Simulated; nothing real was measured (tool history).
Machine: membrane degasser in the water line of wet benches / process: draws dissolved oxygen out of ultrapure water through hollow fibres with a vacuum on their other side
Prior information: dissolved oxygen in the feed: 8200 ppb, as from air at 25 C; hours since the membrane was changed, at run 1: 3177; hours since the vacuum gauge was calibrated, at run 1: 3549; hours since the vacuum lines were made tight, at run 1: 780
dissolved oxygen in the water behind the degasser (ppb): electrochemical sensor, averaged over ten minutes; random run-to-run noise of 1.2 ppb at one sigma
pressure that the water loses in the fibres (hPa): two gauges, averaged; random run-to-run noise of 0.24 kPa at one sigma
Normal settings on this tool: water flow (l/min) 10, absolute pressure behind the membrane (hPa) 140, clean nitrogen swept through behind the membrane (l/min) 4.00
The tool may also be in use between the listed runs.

run      day  water flow (l/min)  absolute pressure behind the membrane (hPa)  clean nitrogen swept through behind the membrane (l/min)  hours since the membrane was changed  hours since the vacuum gauge was calibrated  hours since the vacuum lines were made tight  dissolved oxygen in the water behind the degasser (ppb)  pressure that the water loses in the fibres (hPa)
  1    0.000                  10                                          140                                                      4.00                                  3177                                         3549                                           780                                                    113.8                                              601.6
  2    5.396                  10                                          140                                                      4.00                                  3306                                         3678                                           909                                                    114.4                                              601.6
  3    9.054                  10                                          140                                                      4.00                                  3394                                         3766                                           997                                                    114.1                                              606.2
  4   14.450                  12                                          140                                                      4.00                                  3524                                         3896                                          1126                                                    149.3                                              727.4
  5   18.692                  12                                          140                                                      4.00                                  3625                                         3997                                          1228                                                    148.6                                              727.5
  6   21.617                  10                                          140                                                      4.00                                  3696                                         4068                                          1298                                                    114.6                                              604.3
  7   25.554                  10                                          140                                                      4.00                                  3790                                         4162                                          1393                                                    115.0                                              608.7
      30.588  -- vacuum gauge calibrated
  8   31.229                  10                                          140                                                      4.00                                  3926                                           15                                          1529                                                    113.4                                              609.8
  9   34.879                  10                                          140                                                      4.00                                  4013                                          103                                          1616                                                    114.2                                              607.3
 10   39.146                  10                                          140                                                      4.00                                  4116                                          205                                          1719                                                    112.2                                              608.9
 11   44.396                  10                                          140                                                      4.00                                  4242                                          331                                          1845                                                    116.2                                              606.2
 12   48.458                  10                                          140                                                      4.00                                  4339                                          429                                          1942                                                    113.6                                              605.2
 13   52.238                  10                                          126                                                      4.00                                  4430                                          520                                          2033                                                    106.6                                              610.4
 14   57.938                  10                                          130                                                      4.00                                  4567                                          656                                          2170                                                    107.0                                              611.3
 15   62.325                  10                                          130                                                      4.00                                  4672                                          762                                          2275                                                    108.5                                              616.4
 16   64.933                  10                                          130                                                      4.00                                  4735                                          824                                          2338                                                    106.6                                              611.2
 17   69.958                  11                                          140                                                      1.62                                  4855                                          945                                          2458                                                    228.7                                              673.8
 18   72.408                  11                                          140                                                      1.62                                  4914                                         1004                                          2517                                                    230.8                                              672.6
 19   75.888                  11                                          140                                                      1.62                                  4998                                         1087                                          2600                                                    230.4                                              674.7
 20   78.371                  11                                          140                                                      1.62                                  5057                                         1147                                          2660                                                    229.0                                              674.8
 21   83.438                  11                                          140                                                      1.62                                  5179                                         1268                                          2782                                                    227.9                                              681.4
      86.312  -- seals of the vacuum lines changed
 22   86.758                   7                                           91                                                      5.01                                  5256                                         1346                                            11                                                     41.8                                              432.1
 23   91.233                   7                                           91                                                      5.01                                  5364                                         1454                                           118                                                     41.6                                              428.7
 24   95.238                   7                                           91                                                      5.01                                  5460                                         1550                                           214                                                     42.5                                              429.0
 25   97.838                   7                                           91                                                      5.01                                  5522                                         1612                                           277                                                     41.8                                              433.7
 26  103.267                   7                                           91                                                      5.01                                  5653                                         1742                                           407                                                     42.1                                              434.5
 27  109.046                   7                                          297                                                      3.25                                  5791                                         1881                                           546                                                    159.8                                              430.9
 28  112.471                   7                                          297                                                      3.25                                  5874                                         1963                                           628                                                    162.3                                              429.2
 29  117.250                   7                                          297                                                      3.25                                  5988                                         2078                                           743                                                    160.8                                              432.4
 30  122.658                   9                                          140                                                      5.13                                  6118                                         2208                                           872                                                     85.2                                              560.2
 31  127.179                   9                                          140                                                      5.13                                  6226                                         2316                                           981                                                     84.7                                              556.5

Forecast each of these 5 alternatives for the next run:
     128.208  -- gauge calibrated
  A  129.938                   9                                          232                                                      5.13                                  6293                                         2382                                          1047                                                        ?                                                  ?
     128.208  -- gauge calibrated
  B  129.938                  11                                          140                                                      4.00                                  6293                                         2382                                          1047                                                        ?                                                  ?
     128.208  -- gauge calibrated
  C  129.938                   8                                          174                                                      2.14                                  6293                                         2382                                          1047                                                        ?                                                  ?
     128.208  -- gauge calibrated
  D  129.938                  13                                          140                                                      2.12                                  6293                                         2382                                          1047                                                        ?                                                  ?
     128.208  -- gauge calibrated
  E  129.938                  10                                          284                                                      2.51                                  6293                                         2382                                          1047                                                        ?                                                  ?

run  dissolved oxygen in the water behind the degasser (ppb)  pressure that the water loses in the fibres (hPa)
  A                                                    125.3                                              544.2
  B                                                    129.9                                              666.0
  C                                                    157.0                                              480.7
  D                                                    234.3                                              780.6
  E                                                    286.3                                              600.1
Stripped of hidden state, with their random variation kept, the same runs would have yielded:
run  dissolved oxygen in the water behind the degasser (ppb)  pressure that the water loses in the fibres (hPa)
  A                                                    125.2                                              543.7
  B                                                    129.7                                              665.4
  C                                                    156.9                                              480.2
  D                                                    234.1                                              779.8
  E                                                    286.2                                              599.5
